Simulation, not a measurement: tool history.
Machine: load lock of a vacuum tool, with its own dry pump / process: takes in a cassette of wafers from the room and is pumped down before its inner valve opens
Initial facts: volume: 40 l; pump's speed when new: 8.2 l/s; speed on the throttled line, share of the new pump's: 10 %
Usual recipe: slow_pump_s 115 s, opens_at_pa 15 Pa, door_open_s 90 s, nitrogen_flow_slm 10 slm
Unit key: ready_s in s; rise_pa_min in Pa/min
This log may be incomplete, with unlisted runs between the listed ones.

run,hour,slow_pump_s,opens_at_pa,door_open_s,nitrogen_flow_slm,"incoming humidity of the room's air, %",ready_s,rise_pa_min
1,0.0,115,15,90,10,43.6,147.9,0.059
2,398.1,115,15,90,10,45.2,146.7,0.053
3,666.4,115,15,90,10,45.7,146.8,0.060
4,1035.8,115,15,90,5,44.7,147.0,0.072
5,1292.3,115,15,90,5,44.5,147.0,0.072
6,1708.7,115,15,90,10,48.6,147.3,0.060
# hour 2051.2: door's seal changed, seat wiped
7,2233.0,115,26,90,10,44.8,145.5,0.052
# hour 2334.0: dry pump taken out, an overhauled one fitted
8,2761.8,115,15,90,10,42.9,147.9,0.051
9,3130.2,115,15,90,10,47.7,147.3,0.057
10,3649.4,115,15,90,10,43.5,147.2,0.052
11,4036.7,115,15,26,10,45.4,146.8,0.021
12,4572.2,115,15,26,10,45.4,146.8,0.021
13,5149.9,115,15,26,10,43.4,147.4,0.024
14,5490.7,115,15,90,10,46.5,147.3,0.053
15,5792.8,115,15,90,10,44.4,148.1,0.054
16,6217.5,115,15,90,10,45.3,147.2,0.050
17,6615.2,115,15,90,10,46.1,148.1,0.061
18,6982.4,115,15,90,10,45.5,147.2,0.050
19,7375.7,115,15,90,10,42.5,147.6,0.055
20,7895.2,169,14,170,8,44.8,197.5,0.087
21,8437.4,115,17,90,11,46.9,145.4,0.055
22,8825.2,230,14,28,5,48.0,251.3,0.033
23,9095.7,230,14,28,5,45.8,250.6,0.036
24,9610.5,181,28,235,36,48.0,202.6,0.048
25,10128.8,181,28,235,36,48.3,204.8,0.054
26,10577.4,87,28,235,14,45.8,118.3,0.089
27,11030.5,87,28,235,14,48.4,118.6,0.089
28,11550.0,87,28,235,14,45.3,118.8,0.079
29,11965.7,87,26,190,14,43.9,119.4,0.079
30,12457.8,74,26,190,20,42.3,107.4,0.056
# hour 12681.7: dry pump taken out, an overhauled one fitted
31,13040.4,168,10,63,4,44.8,197.9,0.051
32,13301.1,115,15,171,42,41.6,147.8,0.033
33,13768.8,115,15,41,10,48.0,146.9,0.035
34,14136.9,145,15,126,10,44.0,174.4,0.070
35,14416.7,141,10,92,8,44.6,173.5,0.058
36,14957.4,115,21,38,43,42.2,146.3,0.017
37,15536.5,115,21,38,43,43.2,145.9,0.018

Here are 4 independent what-if runs from the current tool condition. What would each one return?
A,15888.8,115,15,90,7,46.5,?,?
B,15888.8,115,12,101,16,42.3,?,?
C,15888.8,115,17,90,10,44.6,?,?
D,15888.8,115,21,55,23,44.6,?,?

run,ready_s,rise_pa_min
A,147.8,0.060
B,148.3,0.045
C,146.2,0.053
D,145.9,0.025
With the hidden condition removed and each run's random variation left untouched, the same runs would have given:
run,ready_s,rise_pa_min
A,147.8,0.058
B,148.3,0.043
C,146.2,0.052
D,145.9,0.024
